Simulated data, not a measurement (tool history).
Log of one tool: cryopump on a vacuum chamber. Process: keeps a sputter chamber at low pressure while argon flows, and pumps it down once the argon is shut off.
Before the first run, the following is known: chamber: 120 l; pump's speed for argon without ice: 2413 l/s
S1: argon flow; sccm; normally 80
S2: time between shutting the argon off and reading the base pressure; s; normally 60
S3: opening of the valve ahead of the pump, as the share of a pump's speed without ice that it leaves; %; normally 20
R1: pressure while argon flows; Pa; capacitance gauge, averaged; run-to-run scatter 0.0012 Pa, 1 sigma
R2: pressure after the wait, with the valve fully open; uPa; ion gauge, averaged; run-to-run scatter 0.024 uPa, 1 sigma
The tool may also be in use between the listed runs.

run     day   S1   S2  S3      R1    R2
  1       0   80   60  20  0.2867  1.01
  2   0.542   80   60  20  0.2872  0.98
  3   0.838   80   41  20  0.2836  1.34
  4   1.462   80   41  20  0.2864  1.29
  5   1.992   80   41  20  0.2865  1.35
  6   2.721   80   41  19  0.3021  1.31
  7   3.062   80   60  20  0.2864     1
  8   3.704   80   84  20  0.2873  0.77
  9   4.367   80   21  20  0.2877  2.35
 10   5.042   80   21  20  0.2875  2.45
 11   5.525   80  206  20  0.2879   0.5
 12   6.238   80  206  20  0.2906  0.54
 13   6.754   57   60  50  0.0869  1.02
 14   7.467   81   34  35  0.1717  1.62
 15   7.975   81   34  35  0.1723  1.62
 16   8.267   80   60  34  0.1745  1.03
 17    8.75   77   42  40  0.1445  1.37
 18     9.1   77   42  40  0.1436  1.37
 19   9.629  118   81  21  0.4103  0.85
 20  10.129  118   81  29  0.3019  0.89
 21  10.454   50  224  16  0.2254  0.52
 22  11.142   50  224  16  0.2261  0.52
 23  11.554   60   28  27  0.1642  1.92

5 ways to go on from here, each from the tool as it stands after run 23. What would each give?
  A  12.2   39   28  27   ?   ?
  B  12.2   60   37  50   ?   ?
  C  12.2  111  288  21   ?   ?
  D  12.2   80   33  59   ?   ?
  E  12.2   51   60  32   ?   ?

run      R1    R2
  A  0.1066  1.91
  B  0.0927  1.53
  C  0.3871  0.47
  D   0.108   1.7
  E  0.1196   1.1
What these runs would have given with no unlogged condition in the tool:
run      R1    R2
  A  0.1007   1.7
  B  0.0835  1.33
  C  0.3701  0.27
  D  0.0957   1.5
  E  0.1118  0.89

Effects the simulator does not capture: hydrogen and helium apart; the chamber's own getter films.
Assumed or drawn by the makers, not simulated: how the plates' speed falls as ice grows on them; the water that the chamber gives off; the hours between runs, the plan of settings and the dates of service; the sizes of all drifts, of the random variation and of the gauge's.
